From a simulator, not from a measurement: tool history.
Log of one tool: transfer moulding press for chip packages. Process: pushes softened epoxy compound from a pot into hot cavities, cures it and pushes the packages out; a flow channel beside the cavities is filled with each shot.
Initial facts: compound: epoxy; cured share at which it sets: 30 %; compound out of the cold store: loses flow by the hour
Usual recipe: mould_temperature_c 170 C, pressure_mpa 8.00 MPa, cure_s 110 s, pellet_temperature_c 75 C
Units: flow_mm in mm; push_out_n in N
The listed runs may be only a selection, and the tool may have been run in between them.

run,hour,mould_temperature_c,pressure_mpa,cure_s,pellet_temperature_c,incoming compound's hours out of the cold store,flow_mm,push_out_n
1,0.0,170,8.00,110,75,42.7,582,457
2,5.0,170,8.00,110,75,17.7,701,459
3,9.8,170,8.00,110,75,30.0,642,466
4,15.4,170,8.00,110,75,43.2,578,457
5,19.1,170,8.00,110,75,25.7,659,472
6,27.9,170,8.00,110,75,43.8,584,471
7,32.2,170,6.95,110,75,31.3,588,485
8,35.9,170,8.00,110,75,24.4,662,491
9,40.1,170,8.00,110,75,38.6,594,497
10,43.9,170,8.00,110,75,25.9,651,502
11,49.3,170,8.00,110,75,34.3,616,502
12,54.4,170,8.00,110,75,17.6,692,518
13,61.4,166,7.28,110,75,25.8,633,634
14,65.7,175,7.28,110,75,23.3,622,470
# hour 70.0: cavities cleaned with cleaning compound and waxed
15,73.0,175,7.28,110,75,38.5,554,334
# hour 75.7: mould's thermocouples calibrated
16,80.3,175,6.95,117,82,8.7,679,349
17,87.2,169,9.38,138,82,23.5,710,352
18,94.7,169,9.38,138,82,17.0,750,377
# hour 97.5: mould's thermocouples calibrated, once more
19,104.0,164,8.00,97,81,10.6,749,861
20,112.1,164,8.00,97,81,26.8,662,800
21,119.6,170,8.00,110,80,11.1,721,454
22,128.1,170,7.69,101,84,11.4,705,498

Consider 4 possible next runs. They are alternatives, not a sequence: every one starts from the tool as it was left by run 22. What does each give?
A,136.8,170,6.89,101,84,43.9,?,?
B,136.8,169,7.69,112,84,41.9,?,?
C,136.8,170,7.21,110,75,33.2,?,?
D,136.8,170,8.00,110,70,19.9,?,?

run,flow_mm,push_out_n
A,526,484
B,567,467
C,586,468
D,674,479
With the hidden condition removed and each run's random variation left untouched, the same runs would have given:
run,flow_mm,push_out_n
A,574,378
B,618,367
C,639,368
D,735,377
